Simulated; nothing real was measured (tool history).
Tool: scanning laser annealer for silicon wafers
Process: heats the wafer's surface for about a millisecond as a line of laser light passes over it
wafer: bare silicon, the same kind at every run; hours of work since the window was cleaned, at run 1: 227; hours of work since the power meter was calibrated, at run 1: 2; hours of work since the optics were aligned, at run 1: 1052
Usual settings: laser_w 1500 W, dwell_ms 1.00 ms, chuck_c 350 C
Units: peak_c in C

run,hour,laser_w,dwell_ms,chuck_c,hours of work since the window was cleaned,hours of work since the power meter was calibrated,hours of work since the optics were aligned,peak_c
1,0.0,1500,1.00,350,227,2,1052,1085
2,26.4,1630,1.00,350,243,17,1068,1147
3,52.4,1630,1.00,350,258,32,1082,1145
4,72.8,1500,1.00,365,269,44,1094,1099
5,106.2,1500,1.08,365,288,63,1113,1130
6,139.7,1500,0.83,350,308,83,1133,1023
7,174.2,1500,0.83,370,327,102,1152,1040
8,215.7,1500,1.00,355,351,126,1176,1085
9,242.1,1500,1.00,355,366,141,1191,1089
10,270.4,1500,1.00,355,383,158,1208,1085
11,289.6,1500,1.00,355,394,169,1219,1087
12,317.0,1500,1.00,355,409,184,1234,1086
13,354.2,1500,1.00,350,431,206,1256,1081
14,392.2,1500,1.00,350,453,227,1277,1083
15,422.3,1500,1.00,350,470,245,1295,1078
16,439.5,1500,1.00,350,480,255,1305,1079
17,463.4,1500,1.00,350,493,268,1318,1080
18,483.3,1500,1.00,350,505,280,1330,1081
19,513.1,1500,1.00,350,522,297,1347,1078

Run 20 comes next. What will it give?
20,532.1,1302,0.92,319,533,308,1358,?

Run 20 gave peak_c 925 C.
Without the tool's hidden state the same run would have given peak_c 940 C.
